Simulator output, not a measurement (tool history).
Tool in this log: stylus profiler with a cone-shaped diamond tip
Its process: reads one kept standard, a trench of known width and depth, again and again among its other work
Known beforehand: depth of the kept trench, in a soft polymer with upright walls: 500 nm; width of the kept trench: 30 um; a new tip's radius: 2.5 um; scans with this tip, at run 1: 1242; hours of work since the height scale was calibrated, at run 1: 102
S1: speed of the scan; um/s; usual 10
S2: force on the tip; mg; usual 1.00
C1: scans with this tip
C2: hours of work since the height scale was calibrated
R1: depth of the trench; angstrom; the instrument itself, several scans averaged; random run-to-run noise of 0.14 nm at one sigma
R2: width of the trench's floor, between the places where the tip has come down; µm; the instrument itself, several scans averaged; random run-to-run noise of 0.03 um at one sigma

| run | hour | S1 | S2 | C1 | C2 | R1 | R2 |
|---|---|---|---|---|---|---|---|
| 1 | 0.0 | 10 | 1.00 | 1242 | 102 | 5020.2 | 26.74 |
| 2 | 36.7 | 10 | 1.00 | 1427 | 118 | 5019.4 | 26.66 |
| 3 | 65.8 | 10 | 1.00 | 1573 | 130 | 5020.2 | 26.70 |
| 4 | 122.3 | 32 | 1.00 | 1858 | 153 | 5019.2 | 26.53 |
| 5 | 177.1 | 10 | 0.37 | 2134 | 176 | 5004.2 | 26.60 |
| 6 | 238.8 | 10 | 1.00 | 2444 | 202 | 5018.4 | 26.69 |
| 7 | 272.7 | 10 | 1.00 | 2615 | 216 | 5019.6 | 26.61 |
| 8 | 302.0 | 10 | 1.00 | 2762 | 228 | 5019.9 | 26.58 |
| 9 | 362.3 | 10 | 1.00 | 3066 | 253 | 5018.4 | 26.63 |
| 10 | 396.9 | 10 | 1.00 | 3240 | 267 | 5020.1 | 26.59 |
| 11 | 447.9 | 10 | 1.00 | 3497 | 288 | 5015.3 | 26.55 |
| 12 | 514.2 | 10 | 1.00 | 3831 | 316 | 5013.6 | 26.52 |
| 13 | 562.5 | 10 | 2.08 | 4074 | 336 | 5032.9 | 26.53 |
| 14 | 589.7 | 10 | 2.08 | 4211 | 347 | 5030.9 | 26.51 |
| 15 | 648.3 | 10 | 1.00 | 4506 | 372 | 5017.9 | 26.46 |
| 16 | 686.0 | 10 | 1.00 | 4696 | 387 | 5015.1 | 26.44 |
| 17 | 730.2 | 10 | 1.00 | 4919 | 406 | 5011.2 | 26.44 |
| 18 | 789.3 | 10 | 1.00 | 5216 | 430 | 5012.5 | 26.44 |
| 19 | 842.2 | 10 | 1.00 | 5482 | 452 | 5012.9 | 26.34 |
| 20 | 882.2 | 10 | 1.00 | 5684 | 469 | 5013.1 | 26.33 |
| 21 | 913.5 | 10 | 1.00 | 5842 | 482 | 5012.1 | 26.35 |
| 22 | 950.4 | 10 | 1.00 | 6027 | 497 | 5012.9 | 26.33 |
| 23 | 999.8 | 10 | 1.00 | 6276 | 518 | 5011.2 | 26.33 |
| 24 | 1064.4 | 10 | 1.00 | 6602 | 544 | 5011.8 | 26.23 |
| 25 | 1124.0 | 3 | 2.98 | 6902 | 569 | 5035.3 | 26.28 |
| 26 | 1172.3 | 3 | 2.98 | 7145 | 589 | 5038.5 | 26.33 |
| 27 | 1235.4 | 3 | 2.98 | 7463 | 615 | 5035.1 | 26.26 |
| 28 | 1266.4 | 7 | 1.50 | 7619 | 628 | 5015.4 | 26.23 |
| 29 | 1329.2 | 7 | 1.50 | 7935 | 654 | 5014.7 | 26.22 |
| 30 | 1390.7 | 7 | 1.50 | 8245 | 680 | 5016.9 | 26.22 |
| 31 | 1443.9 | 5 | 0.73 | 8512 | 702 | 5002.7 | 26.19 |
| 32 | 1471.5 | 16 | 2.45 | 8652 | 714 | 5029.4 | 26.10 |
| 33 | 1504.3 | 16 | 2.45 | 8817 | 727 | 5025.5 | 26.11 |
| 34 | 1552.6 | 3 | 2.45 | 9060 | 747 | 5025.3 | 26.16 |
| 35 | 1590.6 | 40 | 0.39 | 9251 | 763 | 4994.6 | 25.63 |
| 36 | 1636.6 | 40 | 0.39 | 9483 | 782 | 4994.1 | 25.60 |
| 37 | 1687.0 | 18 | 2.68 | 9737 | 803 | 5029.9 | 26.07 |
| 38 | 1739.9 | 18 | 2.68 | 10003 | 825 | 5026.8 | 26.03 |
| 39 | 1790.1 | 6 | 1.37 | 10256 | 846 | 5011.6 | 26.06 |
| 40 | 1817.4 | 4 | 0.44 | 10393 | 857 | 4991.9 | 26.06 |
| 41 | 1875.7 | 2 | 0.65 | 10687 | 881 | 4997.7 | 26.00 |
| 42 | 1924.1 | 2 | 0.65 | 10930 | 901 | 4997.3 | 26.00 |
| 43 | 1970.5 | 14 | 0.49 | 11164 | 921 | 4991.8 | 25.83 |
|  | 2014.7 | height scale calibrated on a step standard |
| 44 | 2023.3 | 14 | 0.49 | 11427 | 4 | 5016.8 | 25.77 |
| 45 | 2081.4 | 16 | 0.36 | 11720 | 28 | 5011.1 | 25.77 |
| 46 | 2110.5 | 16 | 0.36 | 11867 | 40 | 5009.0 | 25.70 |
| 47 | 2172.0 | 16 | 0.36 | 12176 | 65 | 5014.0 | 25.80 |

3 ways to go on from here, each from the tool as it stands after run 47. What would each give?
| A | 2216.2 | 18 | 0.79 | 12399 | 84 | ? | ? |
| B | 2216.2 | 13 | 2.78 | 12399 | 84 | ? | ? |
| C | 2216.2 | 29 | 0.42 | 12399 | 84 | ? | ? |

| run | R1 | R2 |
|---|---|---|
| A | 5018.4 | 25.74 |
| B | 5047.0 | 25.91 |
| C | 5013.0 | 25.54 |
The same runs, with their run-to-run variation unchanged, on a tool lacking any hidden condition would have given:
| run | R1 | R2 |
|---|---|---|
| A | 5020.2 | 26.80 |
| B | 5048.9 | 26.97 |
| C | 5014.8 | 26.60 |
